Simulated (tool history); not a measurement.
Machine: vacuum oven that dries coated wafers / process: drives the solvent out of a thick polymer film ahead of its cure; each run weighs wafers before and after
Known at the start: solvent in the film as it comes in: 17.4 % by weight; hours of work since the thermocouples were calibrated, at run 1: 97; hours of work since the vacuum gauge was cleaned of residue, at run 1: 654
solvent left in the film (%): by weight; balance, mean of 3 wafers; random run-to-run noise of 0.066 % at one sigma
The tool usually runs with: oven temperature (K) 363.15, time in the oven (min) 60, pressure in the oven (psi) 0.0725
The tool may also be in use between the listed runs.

run    hour  oven temperature (K)  time in the oven (min)  pressure in the oven (psi)  hours of work since the thermocouples were calibrated  hours of work since the vacuum gauge was cleaned of residue  solvent left in the film (%)
  1       0                363.15                      60                      0.0725                                                     97                                                          654                          4.45
  2    23.5                363.15                      60                      0.0725                                                    110                                                          668                          4.39
  3    68.8                363.15                      60                      0.0725                                                    137                                                          694                          4.49
  4    93.4                377.15                      60                      0.0725                                                    151                                                          709                             2
  5   138.2                363.15                      60                      0.0725                                                    177                                                          735                          4.64
  6     165                363.15                      60                      0.0725                                                    193                                                          750                          4.47
  7     207                363.15                      60                      0.0725                                                    217                                                          775                          4.54
  8   243.9                363.15                      60                      0.0725                                                    239                                                          796                          4.59
  9     278                363.15                      60                      0.0725                                                    259                                                          816                          4.67
 10   312.1                363.15                      60                      0.0725                                                    278                                                          836                          4.55
 11   334.3                363.15                      60                      0.0725                                                    291                                                          849                          4.54
 12   384.4                363.15                      60                      0.1658                                                    321                                                          878                          5.12
 13   410.9                363.15                      60                      0.0447                                                    336                                                          894                          4.54
 14   455.3                363.15                      60                      0.0447                                                    362                                                          920                          4.51
 15   490.8                363.15                      60                      0.0447                                                    383                                                          940                          4.43
 16   544.8                363.15                      60                      0.0447                                                    414                                                          972                          4.51
 17   585.8                363.15                      60                      0.0447                                                    438                                                          996                          4.53
 18   616.3                363.15                      60                      0.0447                                                    456                                                         1013                          4.56
 19     658                374.15                      76                        0.05                                                    480                                                         1038                          1.79
 20   695.6                357.15                      39                      0.1561                                                    502                                                         1060                          8.76
      699.8  -- vacuum gauge cleaned of residue and calibrated
 21   740.6                363.15                      89                      0.0725                                                    527                                                           24                          3.22
 22   794.1                363.15                      86                      0.0725                                                    558                                                           55                          3.45
 23   817.5                358.15                      56                      0.0725                                                    572                                                           69                          6.36
 24   871.8                358.15                      56                      0.0725                                                    604                                                          100                          6.64
 25   901.2                352.15                      95                      0.0725                                                    621                                                          117                           5.6
      954.9  -- vacuum gauge cleaned of residue and calibrated, once more
 26   955.3                363.15                     105                      0.1639                                                    652                                                            0                          2.81
 27   996.7                363.15                      66                      0.0725                                                    676                                                           24                          4.02
 28  1021.5                371.15                      68                      0.2136                                                    690                                                           39                          3.06
 29  1061.7                371.15                      68                      0.2136                                                    713                                                           62                          3.19
 30  1092.9                371.15                      68                      0.2136                                                    732                                                           80                          3.24
 31    1124                369.15                      61                       0.201                                                    750                                                           99                          3.99
     1133.4  -- oven's thermocouples calibrated
 32  1176.7                363.15                      57                      0.0725                                                     25                                                          128                          4.56
 33  1222.2                374.15                      36                      0.0898                                                     52                                                          155                          4.56
 34  1247.4                363.15                      30                      0.2831                                                     66                                                          169                          8.68

Measured less the same run without the tool's hidden state. The same run-to-run variation is in both; the gauge's scatter may not be:
Unlogged tool condition in this case: true wafer temperature over the reading, C; true pressure over the reading, kPa; drift of the gauge itself on solvent_pct, %.
run  solvent left in the film (%)
  1                         +0.19
  2                          +0.2
  3                         +0.22
  4                         +0.16
  5                         +0.25
  6                         +0.26
  7                         +0.28
  8                          +0.3
  9                         +0.31
 10                         +0.33
 11                         +0.33
 12                         +0.36
 13                         +0.37
 14                         +0.39
 15                          +0.4
 16                         +0.43
 17                         +0.44
 18                         +0.46
 19                         +0.35
 20                         +0.48
 21                         +0.69
 22                         +0.72
 23                         +0.76
 24                          +0.8
 25                         +1.05
 26                          +0.2
 27                         +0.26
 28                         +0.24
 29                         +0.26
 30                         +0.27
 31                         +0.31
 32                         +0.01
 33                         +0.01
 34                         +0.03
